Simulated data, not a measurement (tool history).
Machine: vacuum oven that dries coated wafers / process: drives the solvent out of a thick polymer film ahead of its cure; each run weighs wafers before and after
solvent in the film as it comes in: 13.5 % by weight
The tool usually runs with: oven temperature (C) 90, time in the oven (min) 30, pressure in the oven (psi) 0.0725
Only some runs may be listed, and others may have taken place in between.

run   hour  oven temperature (C)  time in the oven (min)  pressure in the oven (psi)  solvent left in the film (%)
  1    0.0                    90                      30                      0.0725                          2.15
  2    6.0                    90                      30                      0.0725                          1.99
  3   18.6                    90                      19                      0.0725                          3.54
  4   29.9                    90                      30                      0.0725                          2.11
  5   37.6                    90                      30                      0.0725                          2.09
  6   43.7                    90                      30                      0.0593                          1.89
  7   55.6                    90                      30                      0.0593                          1.89
  8   64.4                    90                      30                      0.0593                          1.96
  9   73.3                    90                      30                      0.0725                          2.01
 10   81.0                    90                      30                      0.0725                          2.12
 11   87.2                    89                      22                      0.1086                          3.44
 12   99.5                    89                      22                      0.1086                          3.49
 13  107.8                    90                      30                      0.1993                          2.90
 14  118.8                    90                      30                      0.2228                          3.17
 15  132.1                    92                      18                      0.1926                          4.04
 16  143.2                    90                      19                      0.0409                          3.28
 17  158.7                    93                      47                      0.0483                          0.56
 18  171.9                    93                      47                      0.0483                          0.63
 19  185.6                    79                      41                      0.1510                          4.09
 20  196.6                    79                      41                      0.1510                          3.99

Not shown here: 1 entry made in the log between runs. Locate each between two listed runs and compare the hidden state at the listed run before it with the hidden state at the listed run after it:
In the gap between runs 16 and 17: oven's thermocouples calibrated (hour 156.0)
  true wafer temperature over the reading, C: -0.02 -> -0.01
